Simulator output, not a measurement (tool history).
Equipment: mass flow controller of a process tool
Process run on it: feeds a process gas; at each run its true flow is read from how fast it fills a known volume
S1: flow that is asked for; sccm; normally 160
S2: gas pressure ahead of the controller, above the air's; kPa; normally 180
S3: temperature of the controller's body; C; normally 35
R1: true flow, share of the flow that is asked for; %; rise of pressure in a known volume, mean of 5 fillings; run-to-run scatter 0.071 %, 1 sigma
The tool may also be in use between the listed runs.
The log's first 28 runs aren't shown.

Run 29, hour 5710.7: usual settings but S1 130 sccm, S2 197 kPa, S3 26 C. Result: R1 100.01 %.
Run 30, hour 5898.7: usual settings but S1 73 sccm, S2 151 kPa, S3 21 C. Result: R1 98.89 %.
Run 31, hour 6071.8: usual settings but S2 154 kPa. Result: R1 101.24 %.
Run 32, hour 6344.1: usual settings but S1 103 sccm, S2 259 kPa. Result: R1 100.63 %.
Run 33, hour 6559.9: usual settings but S1 69 sccm, S2 269 kPa, S3 23 C. Result: R1 99.22 %.
Run 34, hour 6832.1: usual settings but S1 69 sccm, S2 269 kPa, S3 23 C. Result: R1 99.29 %.
Run 35, hour 7106.6: usual settings but S1 20 sccm, S2 198 kPa, S3 27 C. Result: R1 99.82 %.
Run 36, hour 7324.0: usual settings but S1 51 sccm, S2 198 kPa, S3 27 C. Result: R1 99.46 %.
Run 37, hour 7541.9: usual settings but S1 63 sccm, S2 167 kPa, S3 33 C. Result: R1 100.24 %.
Run 38, hour 7748.6: usual settings but S1 27 sccm, S2 159 kPa, S3 23 C. Result: R1 99.27 %.
Run 39, hour 7988.8: usual settings but S1 54 sccm, S3 25 C. Result: R1 99.34 %.
Run 40, hour 8135.9: usual settings but S1 67 sccm, S3 25 C. Result: R1 99.47 %.
Run 41, hour 8416.0: usual settings but S1 190 sccm, S2 186 kPa, S3 28 C. Result: R1 101.30 %.
Run 42, hour 8687.7: usual settings but S1 49 sccm, S2 246 kPa, S3 26 C. Result: R1 99.75 %.
Run 43, hour 8965.0: usual settings but S1 29 sccm, S2 153 kPa. Result: R1 100.61 %.
Run 44, hour 9205.5: usual settings but S1 29 sccm, S2 153 kPa. Result: R1 100.76 %.
Run 45, hour 9483.1: usual settings but S1 29 sccm, S2 153 kPa. Result: R1 100.76 %.
Run 46, hour 9722.0: usual settings but S2 222 kPa, S3 28 C. Result: R1 100.99 %.
Run 47, hour 9896.4: usual settings but S2 222 kPa, S3 28 C. Result: R1 101.10 %.
Run 48, hour 10097.4: usual settings but S2 222 kPa, S3 28 C. Result: R1 101.06 %.

Predict each of these 4 candidate next runs independently; none follows another, all start after run 48:
Run A, hour 10330.5: usual settings but S3 33 C. Result: R1 ?.
Run B, hour 10330.5: usual settings but S1 82 sccm, S2 237 kPa, S3 25 C. Result: R1 ?.
Run C, hour 10330.5: usual settings but S1 143 sccm, S2 216 kPa, S3 23 C. Result: R1 ?.
Run D, hour 10330.5: usual settings but S1 38 sccm, S2 188 kPa, S3 37 C. Result: R1 ?.

run      R1
  A  101.40
  B   99.86
  C  100.52
  D  100.93
Stripped of hidden state, with their random variation kept, the same runs would have yielded:
run     R1
  A  99.96
  B  98.15
  C  99.05
  D  98.56
